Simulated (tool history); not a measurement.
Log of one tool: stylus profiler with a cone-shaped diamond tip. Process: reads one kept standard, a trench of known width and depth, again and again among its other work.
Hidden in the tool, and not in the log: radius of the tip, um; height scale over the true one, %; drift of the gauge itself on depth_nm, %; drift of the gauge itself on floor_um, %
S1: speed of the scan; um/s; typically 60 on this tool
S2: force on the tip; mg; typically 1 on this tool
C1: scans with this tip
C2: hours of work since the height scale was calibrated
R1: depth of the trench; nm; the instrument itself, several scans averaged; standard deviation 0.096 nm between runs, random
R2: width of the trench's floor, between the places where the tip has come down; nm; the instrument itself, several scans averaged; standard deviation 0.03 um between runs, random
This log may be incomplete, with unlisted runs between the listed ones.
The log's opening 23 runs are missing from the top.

run,hour,S1,S2,C1,C2,R1,R2
24,713.9,25,1,3297,707,100.5,18680
25,745.1,67,1.97,3361,721,100.97,18550
26,780.6,150,0.4,3434,737,100.3,17760
27,821.4,35,0.58,3518,755,100.32,18560
28,848.3,32,0.65,3573,767,100.37,18600
29,892.3,211,1,3664,786,100.61,17870
30,921.2,18,0.36,3723,799,100.21,18640
31,943,99,0.81,3768,808,100.38,18280
32,967.9,60,0.86,3819,819,100.46,18500
33,1002.9,15,0.46,3891,835,100.36,18640
34,1037.5,86,0.56,3963,850,100.14,18240
35,1063.8,86,0.56,4017,862,100.35,18320
36,1106,31,1,4104,880,100.4,18650
37,1133.8,60,1.63,4161,893,100.64,18550

Each row is a separate what-if for the run after 37, all from the same tool condition, not one after another. Results?
A,1162.1,60,0.45,4219,905,?,?
B,1162.1,18,0.63,4219,905,?,?
C,1162.1,129,0.4,4219,905,?,?
D,1162.1,36,2.45,4219,905,?,?
E,1162.1,184,1,4219,905,?,?

run,R1,R2
A,100.16,18380
B,100.48,18630
C,100.26,17890
D,100.91,18630
E,100.66,17970
Without the tool's unlogged condition, the same runs would have read:
run,R1,R2
A,100.18,18390
B,100.49,18640
C,100.27,17890
D,100.92,18630
E,100.68,17980
